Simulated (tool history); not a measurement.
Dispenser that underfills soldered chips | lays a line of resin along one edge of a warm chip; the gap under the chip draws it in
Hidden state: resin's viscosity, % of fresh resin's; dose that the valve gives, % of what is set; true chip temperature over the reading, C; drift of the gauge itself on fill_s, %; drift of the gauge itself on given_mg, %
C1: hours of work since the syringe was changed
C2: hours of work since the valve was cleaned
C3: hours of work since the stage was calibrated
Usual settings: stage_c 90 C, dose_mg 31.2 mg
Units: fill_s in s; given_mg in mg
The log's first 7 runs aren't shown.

run 8 hour=29 | stage_c=90 dose_mg=34.3 | C1=6 C2=3 C3=71 | fill_s=382.6 given_mg=34.36
-- hour=31.8 new syringe of resin
run 9 hour=32.4 | stage_c=77 dose_mg=34.3 | C1=0 C2=5 C3=73 | fill_s=526.7 given_mg=34.26
run 10 hour=36.9 | stage_c=77 dose_mg=27.7 | C1=3 C2=8 C3=76 | fill_s=636.7 given_mg=27.77
run 11 hour=42 | stage_c=77 dose_mg=27.7 | C1=7 C2=11 C3=79 | fill_s=752 given_mg=27.59
-- hour=43.6 new syringe of resin
run 12 hour=45.7 | stage_c=77 dose_mg=27.7 | C1=1 C2=14 C3=81 | fill_s=554.3 given_mg=27.73
run 13 hour=48.2 | stage_c=77 dose_mg=27.7 | C1=3 C2=15 C3=83 | fill_s=625.1 given_mg=27.6
run 14 hour=53.3 | stage_c=77 dose_mg=27.7 | C1=6 C2=19 C3=86 | fill_s=745.4 given_mg=27.58
-- hour=55.4 new syringe of resin
run 15 hour=58 | stage_c=98 dose_mg=31.2 | C1=2 C2=21 C3=89 | fill_s=213 given_mg=31
run 16 hour=61.2 | stage_c=90 dose_mg=31.2 | C1=4 C2=23 C3=91 | fill_s=342.7 given_mg=30.96
run 17 hour=64.8 | stage_c=90 dose_mg=31.2 | C1=6 C2=26 C3=93 | fill_s=385 given_mg=30.99
-- hour=67.3 new syringe of resin
run 18 hour=67.9 | stage_c=96 dose_mg=31.2 | C1=0 C2=28 C3=95 | fill_s=220.3 given_mg=30.85
run 19 hour=70.5 | stage_c=96 dose_mg=31.2 | C1=2 C2=29 C3=97 | fill_s=242.6 given_mg=30.98
run 20 hour=74.2 | stage_c=81 dose_mg=31.2 | C1=5 C2=32 C3=99 | fill_s=544.9 given_mg=30.87
run 21 hour=76.8 | stage_c=82 dose_mg=38.9 | C1=6 C2=33 C3=101 | fill_s=560.1 given_mg=38.51
-- hour=79.1 new syringe of resin
run 22 hour=79.9 | stage_c=79 dose_mg=26.9 | C1=0 C2=35 C3=103 | fill_s=507.1 given_mg=26.71
run 23 hour=84.7 | stage_c=79 dose_mg=26.9 | C1=4 C2=38 C3=106 | fill_s=590.9 given_mg=26.57
run 24 hour=87.3 | stage_c=90 dose_mg=32.9 | C1=5 C2=40 C3=108 | fill_s=380.5 given_mg=32.55
-- hour=91.2 new syringe of resin
run 25 hour=92 | stage_c=90 dose_mg=32.9 | C1=0 C2=43 C3=111 | fill_s=290.4 given_mg=32.43
run 26 hour=94.6 | stage_c=83 dose_mg=38.2 | C1=2 C2=45 C3=112 | fill_s=436 given_mg=37.56
run 27 hour=98.2 | stage_c=90 dose_mg=32.7 | C1=5 C2=47 C3=115 | fill_s=360.8 given_mg=32.17
run 28 hour=100.5 | stage_c=83 dose_mg=32.2 | C1=6 C2=49 C3=116 | fill_s=536.6 given_mg=31.77
-- hour=103 new syringe of resin
run 29 hour=104.1 | stage_c=78 dose_mg=32.8 | C1=1 C2=51 C3=118 | fill_s=529.2 given_mg=32.17
run 30 hour=107.7 | stage_c=78 dose_mg=32.8 | C1=3 C2=53 C3=121 | fill_s=594.9 given_mg=32.27

Run 31 comes next. What will it give?
run 31 hour=110.8 | stage_c=76 dose_mg=28.9 | C1=5 C2=55 C3=123 | fill_s=? given_mg=?

{"run 31": {"fill_s": 748.4, "given_mg": 28.2}}
Without the tool's hidden state the same run would have given fill_s 556.4 s, given_mg 28.69 mg.
